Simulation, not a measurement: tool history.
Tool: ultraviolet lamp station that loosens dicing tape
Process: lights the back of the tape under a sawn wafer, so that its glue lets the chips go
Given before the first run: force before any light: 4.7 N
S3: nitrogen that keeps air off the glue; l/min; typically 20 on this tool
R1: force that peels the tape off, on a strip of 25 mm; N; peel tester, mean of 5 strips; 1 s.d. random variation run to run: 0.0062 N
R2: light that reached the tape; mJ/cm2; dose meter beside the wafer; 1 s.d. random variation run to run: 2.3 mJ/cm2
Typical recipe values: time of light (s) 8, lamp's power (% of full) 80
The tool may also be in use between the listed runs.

Run 1, hour 0: usual settings. Result: R1 0.263 N, R2 203 mJ/cm2.
Run 2, hour 63: usual settings but S3 9 l/min. Result: R1 0.444 N, R2 202 mJ/cm2.
At hour 80.1: window cleaned of glue's vapour.
Run 3, hour 117: usual settings but time of light (s) 6, S3 9 l/min. Result: R1 0.671 N, R2 159 mJ/cm2.
Run 4, hour 168.7: usual settings but time of light (s) 6, S3 9 l/min. Result: R1 0.708 N, R2 159 mJ/cm2.
Run 5, hour 211.2: usual settings but S3 12 l/min. Result: R1 0.362 N, R2 204 mJ/cm2.
Run 6, hour 242.9: usual settings. Result: R1 0.261 N, R2 202 mJ/cm2.
Run 7, hour 275.7: usual settings. Result: R1 0.275 N, R2 200 mJ/cm2.
Run 8, hour 326: usual settings. Result: R1 0.284 N, R2 194 mJ/cm2.
Run 9, hour 366.7: usual settings but time of light (s) 13. Result: R1 0.119 N, R2 311 mJ/cm2.
Run 10, hour 428: usual settings but time of light (s) 13. Result: R1 0.126 N, R2 309 mJ/cm2.
Run 11, hour 488.9: usual settings. Result: R1 0.337 N, R2 181 mJ/cm2.
Run 12, hour 533.6: usual settings but S3 7 l/min. Result: R1 0.646 N, R2 182 mJ/cm2.
Run 13, hour 571.4: usual settings but S3 7 l/min. Result: R1 0.641 N, R2 180 mJ/cm2.
Run 14, hour 609: usual settings but S3 7 l/min. Result: R1 0.65 N, R2 174 mJ/cm2.
Run 15, hour 667.4: usual settings but time of light (s) 5, S3 24 l/min. Result: R1 0.906 N, R2 105 mJ/cm2.
At hour 701.1: lamp changed.
Run 16, hour 732.6: usual settings but time of light (s) 7. Result: R1 0.281 N, R2 199 mJ/cm2.
Run 17, hour 785.1: usual settings but time of light (s) 9, lamp's power (% of full) 71. Result: R1 0.217 N, R2 227 mJ/cm2.
Run 18, hour 829.1: usual settings but lamp's power (% of full) 68, S3 11 l/min. Result: R1 0.44 N, R2 188 mJ/cm2.
Run 19, hour 871: usual settings but lamp's power (% of full) 68, S3 11 l/min. Result: R1 0.454 N, R2 186 mJ/cm2.
Run 20, hour 936.9: usual settings but time of light (s) 6. Result: R1 0.462 N, R2 162 mJ/cm2.
Run 21, hour 991.2: usual settings but time of light (s) 6. Result: R1 0.451 N, R2 158 mJ/cm2.
Run 22, hour 1034.4: usual settings but time of light (s) 6. Result: R1 0.484 N, R2 158 mJ/cm2.
Run 23, hour 1065.6: usual settings but time of light (s) 13, lamp's power (% of full) 60. Result: R1 0.18 N, R2 245 mJ/cm2.
Run 24, hour 1131.1: usual settings but time of light (s) 6, lamp's power (% of full) 70, S3 6 l/min. Result: R1 1.135 N, R2 126 mJ/cm2.
At hour 1168.3: window cleaned of glue's vapour.
Run 25, hour 1192.9: usual settings but time of light (s) 5. Result: R1 0.664 N, R2 135 mJ/cm2.
Run 26, hour 1223.6: usual settings but time of light (s) 5. Result: R1 0.655 N, R2 136 mJ/cm2.
Run 27, hour 1269.5: usual settings but time of light (s) 5. Result: R1 0.686 N, R2 127 mJ/cm2.
Run 28, hour 1315: usual settings but time of light (s) 5. Result: R1 0.706 N, R2 122 mJ/cm2.

Branching from run 28: 5 alternative next runs. What would each branch give?
Run A, hour 1371.6: usual settings. Result: R1 ?, R2 ?.
Run B, hour 1371.6: usual settings but time of light (s) 7, lamp's power (% of full) 67, S3 9 l/min. Result: R1 ?, R2 ?.
Run C, hour 1371.6: usual settings but time of light (s) 4, lamp's power (% of full) 63, S3 13 l/min. Result: R1 ?, R2 ?.
Run D, hour 1371.6: usual settings but lamp's power (% of full) 82, S3 10 l/min. Result: R1 ?, R2 ?.
Run E, hour 1371.6: usual settings but time of light (s) 10, S3 16 l/min. Result: R1 ?, R2 ?.

run     R1   R2
  A  0.272  197
  B  0.791  143
  C  1.673   79
  D  0.397  201
  E  0.194  246
Had the tool no hidden state, the same runs would have come out as:
run     R1   R2
  A   0.17  245
  B  0.533  178
  C  1.298   98
  D  0.248  250
  E  0.127  306
